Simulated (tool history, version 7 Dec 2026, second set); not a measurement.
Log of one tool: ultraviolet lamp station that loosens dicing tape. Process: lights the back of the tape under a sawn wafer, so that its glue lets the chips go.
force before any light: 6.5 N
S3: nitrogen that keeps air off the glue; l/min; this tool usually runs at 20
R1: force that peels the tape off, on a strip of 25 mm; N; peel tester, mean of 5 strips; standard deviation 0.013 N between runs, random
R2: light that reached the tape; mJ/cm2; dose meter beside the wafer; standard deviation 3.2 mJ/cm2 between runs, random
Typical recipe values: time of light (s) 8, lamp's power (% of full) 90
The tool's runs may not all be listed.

Run 1, day 0: usual settings. Result: R1 0.597 N, R2 489 mJ/cm2.
Run 2, day 0.462: usual settings. Result: R1 0.576 N, R2 491 mJ/cm2.
Run 3, day 1.054: usual settings but time of light (s) 5. Result: R1 1.256 N, R2 304 mJ/cm2.
At day 1.45: window cleaned of glue's vapour.
Run 4, day 1.904: usual settings but time of light (s) 5. Result: R1 1.246 N, R2 304 mJ/cm2.
Run 5, day 2.488: usual settings but time of light (s) 5. Result: R1 1.311 N, R2 309 mJ/cm2.
Run 6, day 2.875: usual settings. Result: R1 0.595 N, R2 488 mJ/cm2.
Run 7, day 3.262: usual settings. Result: R1 0.593 N, R2 484 mJ/cm2.
Run 8, day 3.746: usual settings. Result: R1 0.6 N, R2 489 mJ/cm2.
Run 9, day 4.45: usual settings but S3 24 l/min. Result: R1 0.536 N, R2 494 mJ/cm2.
Run 10, day 5.071: usual settings. Result: R1 0.606 N, R2 490 mJ/cm2.
Run 11, day 5.825: usual settings. Result: R1 0.59 N, R2 487 mJ/cm2.
Run 12, day 6.662: usual settings but time of light (s) 9. Result: R1 0.47 N, R2 553 mJ/cm2.
Run 13, day 7.158: usual settings but time of light (s) 9. Result: R1 0.483 N, R2 547 mJ/cm2.
Run 14, day 7.954: usual settings but time of light (s) 9. Result: R1 0.484 N, R2 554 mJ/cm2.
Run 15, day 8.45: usual settings but time of light (s) 9. Result: R1 0.487 N, R2 554 mJ/cm2.
Run 16, day 8.854: usual settings but time of light (s) 9. Result: R1 0.482 N, R2 550 mJ/cm2.
Run 17, day 9.642: usual settings but time of light (s) 9. Result: R1 0.47 N, R2 550 mJ/cm2.
Run 18, day 10.2: usual settings but time of light (s) 9. Result: R1 0.496 N, R2 553 mJ/cm2.
Run 19, day 10.55: usual settings but time of light (s) 9. Result: R1 0.488 N, R2 551 mJ/cm2.
Run 20, day 11.179: usual settings but time of light (s) 9. Result: R1 0.475 N, R2 552 mJ/cm2.
Run 21, day 11.762: usual settings but time of light (s) 9. Result: R1 0.495 N, R2 558 mJ/cm2.
Run 22, day 12.617: usual settings but time of light (s) 9. Result: R1 0.476 N, R2 548 mJ/cm2.
Run 23, day 13.038: usual settings but lamp's power (% of full) 82, S3 9 l/min. Result: R1 1.126 N, R2 446 mJ/cm2.
Run 24, day 13.654: usual settings but lamp's power (% of full) 82, S3 9 l/min. Result: R1 1.123 N, R2 446 mJ/cm2.
Run 25, day 14.1: usual settings but lamp's power (% of full) 82, S3 9 l/min. Result: R1 1.142 N, R2 444 mJ/cm2.
Run 26, day 14.646: usual settings but time of light (s) 4, lamp's power (% of full) 64, S3 8 l/min. Result: R1 3.253 N, R2 172 mJ/cm2.
At day 15.088: window cleaned of glue's vapour.
Run 27, day 15.292: usual settings but time of light (s) 12, lamp's power (% of full) 86. Result: R1 0.336 N, R2 697 mJ/cm2.
Run 28, day 16.121: usual settings but time of light (s) 11, lamp's power (% of full) 72. Result: R1 0.478 N, R2 540 mJ/cm2.
Run 29, day 16.875: usual settings but time of light (s) 11, S3 29 l/min. Result: R1 0.308 N, R2 677 mJ/cm2.
Run 30, day 17.325: usual settings but time of light (s) 9, lamp's power (% of full) 66, S3 6 l/min. Result: R1 1.642 N, R2 401 mJ/cm2.
Run 31, day 18.188: usual settings but time of light (s) 4, lamp's power (% of full) 71, S3 26 l/min. Result: R1 2.077 N, R2 194 mJ/cm2.
Run 32, day 18.75: usual settings but time of light (s) 4, lamp's power (% of full) 71, S3 26 l/min. Result: R1 2.049 N, R2 193 mJ/cm2.
Run 33, day 19.312: usual settings but time of light (s) 16, lamp's power (% of full) 71, S3 25 l/min. Result: R1 0.271 N, R2 769 mJ/cm2.
Run 34, day 19.767: usual settings but time of light (s) 5. Result: R1 1.261 N, R2 301 mJ/cm2.
Run 35, day 20.508: usual settings but time of light (s) 5, lamp's power (% of full) 85, S3 11 l/min. Result: R1 1.802 N, R2 290 mJ/cm2.
Run 36, day 21.254: usual settings but time of light (s) 7, lamp's power (% of full) 70, S3 11 l/min. Result: R1 1.532 N, R2 335 mJ/cm2.
Run 37, day 21.812: usual settings but S3 30 l/min. Result: R1 0.463 N, R2 488 mJ/cm2.
Run 38, day 22.396: usual settings but time of light (s) 9, S3 29 l/min. Result: R1 0.402 N, R2 547 mJ/cm2.

What does the tool deliver on the next run?
Run 39, day 23.129: usual settings but time of light (s) 12, lamp's power (% of full) 92, S3 37 l/min. Result: R1 ?, R2 ?.

{"run 39": {"R1": 0.271, "R2": 749}}
Take away the tool's hidden state, keep the run-to-run variation as it was, and the same run would have given R1 0.271 N, R2 750 mJ/cm2.

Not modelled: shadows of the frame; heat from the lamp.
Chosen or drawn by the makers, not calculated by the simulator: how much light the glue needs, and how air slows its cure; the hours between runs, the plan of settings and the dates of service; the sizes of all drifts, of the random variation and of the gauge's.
